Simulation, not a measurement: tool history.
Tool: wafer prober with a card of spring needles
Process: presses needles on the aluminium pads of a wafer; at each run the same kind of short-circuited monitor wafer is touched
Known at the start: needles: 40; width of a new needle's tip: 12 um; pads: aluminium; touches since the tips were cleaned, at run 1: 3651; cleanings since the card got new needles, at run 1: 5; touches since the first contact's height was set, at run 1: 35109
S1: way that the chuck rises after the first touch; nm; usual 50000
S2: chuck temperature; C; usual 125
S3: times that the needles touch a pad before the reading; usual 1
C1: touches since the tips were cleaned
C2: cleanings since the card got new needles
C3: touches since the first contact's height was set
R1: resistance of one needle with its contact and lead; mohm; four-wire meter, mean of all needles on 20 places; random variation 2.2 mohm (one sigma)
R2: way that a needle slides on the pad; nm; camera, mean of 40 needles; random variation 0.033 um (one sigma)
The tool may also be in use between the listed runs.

Run 1, hour 0: usual settings; C1 3651; C2 5; C3 35109. Result: R1 344 mohm, R2 12470 nm.
At hour 5.9: tips cleaned on abrasive film.
Run 2, hour 8.7: usual settings; C1 1198; C2 6; C3 38881. Result: R1 296 mohm, R2 12380 nm.
Run 3, hour 15.9: usual settings but S2 42 C; C1 4389; C2 6; C3 42072. Result: R1 338 mohm, R2 12450 nm.
At hour 20.2: tips cleaned on abrasive film.
Run 4, hour 20.9: usual settings but S2 42 C; C1 333; C2 7; C3 44243. Result: R1 246 mohm, R2 12460 nm.
Run 5, hour 31: usual settings but S1 63000 nm; C1 4770; C2 7; C3 48680. Result: R1 304 mohm, R2 15680 nm.
At hour 34.1: tips cleaned on abrasive film.
Run 6, hour 41.2: usual settings but S1 63000 nm, S3 2; C1 3126; C2 8; C3 53136. Result: R1 276 mohm, R2 15710 nm.
At hour 48.8: tips cleaned on abrasive film.
Run 7, hour 49.1: usual settings; C1 146; C2 9; C3 56607. Result: R1 255 mohm, R2 12450 nm.
Run 8, hour 57: usual settings; C1 3618; C2 9; C3 60079. Result: R1 341 mohm, R2 12480 nm.
Run 9, hour 62.5: usual settings; C1 6061; C2 9; C3 62522. Result: R1 355 mohm, R2 12370 nm.
At hour 63.7: tips cleaned on abrasive film.
Run 10, hour 73.1: usual settings but S1 45000 nm, S2 82 C, S3 2; C1 4138; C2 10; C3 67138. Result: R1 309 mohm, R2 11150 nm.
At hour 78.3: tips cleaned on abrasive film.
Run 11, hour 79.2: usual settings but S1 33000 nm, S2 82 C, S3 2; C1 393; C2 11; C3 69776. Result: R1 280 mohm, R2 8110 nm.
Run 12, hour 87.9: usual settings but S1 33000 nm, S2 37 C, S3 2; C1 4242; C2 11; C3 73625. Result: R1 383 mohm, R2 8140 nm.

The next listed run, before its measurement:
At hour 92.9: tips cleaned on abrasive film.
Run 13, hour 92.9: usual settings but S2 82 C; C1 0; C2 12; C3 75788. Result: R1 ?, R2 ?.

R1: 242 mohm
R2: 12320 nm
Without the tool's hidden state the same run would have given R1 231 mohm, R2 12470 nm.
